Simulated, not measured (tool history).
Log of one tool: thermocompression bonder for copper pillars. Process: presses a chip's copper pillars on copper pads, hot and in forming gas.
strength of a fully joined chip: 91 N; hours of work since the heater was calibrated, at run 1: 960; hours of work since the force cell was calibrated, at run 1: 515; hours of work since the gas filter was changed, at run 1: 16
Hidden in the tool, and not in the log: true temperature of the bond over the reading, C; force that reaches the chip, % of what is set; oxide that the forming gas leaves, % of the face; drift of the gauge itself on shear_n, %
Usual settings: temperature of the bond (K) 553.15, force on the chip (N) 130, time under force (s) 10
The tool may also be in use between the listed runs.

run	hour	temperature of the bond (K)	force on the chip (N)	time under force (s)	hours of work since the heater was calibrated	hours of work since the force cell was calibrated	hours of work since the gas filter was changed	force that shears a chip off (N)
1	0.0	553.15	130	10	960	515	16	33.6
2	18.1	553.15	130	10	968	523	25	34.1
3	55.9	553.15	130	10	986	541	43	33.0
4	89.7	553.15	130	10	1002	557	59	33.9
5	112.7	553.15	87	10	1013	568	70	20.0
6	147.3	553.15	130	10	1030	585	86	32.8
7	163.5	553.15	130	10	1037	592	94	32.3
8	202.2	553.15	84	10	1056	611	112	19.3
9	227.9	553.15	84	10	1068	623	124	18.9
10	256.8	553.15	84	10	1082	637	138	19.2
11	277.3	553.15	84	10	1091	646	148	19.2
12	315.4	553.15	84	10	1110	664	166	18.5
13	353.0	553.15	84	10	1127	682	184	18.5
# hour 358.2: force cell calibrated
14	385.7	532.15	130	10	1142	13	199	23.4
# hour 400.1: forming gas filter changed
15	418.5	532.15	130	10	1158	28	9	26.9

The next listed run, before its measurement:
16	442.7	532.15	130	10	1169	40	20	?

{"run 16": {"force that shears a chip off (N)": 26.3}}
Without the tool's hidden state the same run would have given force that shears a chip off (N) 28.8.

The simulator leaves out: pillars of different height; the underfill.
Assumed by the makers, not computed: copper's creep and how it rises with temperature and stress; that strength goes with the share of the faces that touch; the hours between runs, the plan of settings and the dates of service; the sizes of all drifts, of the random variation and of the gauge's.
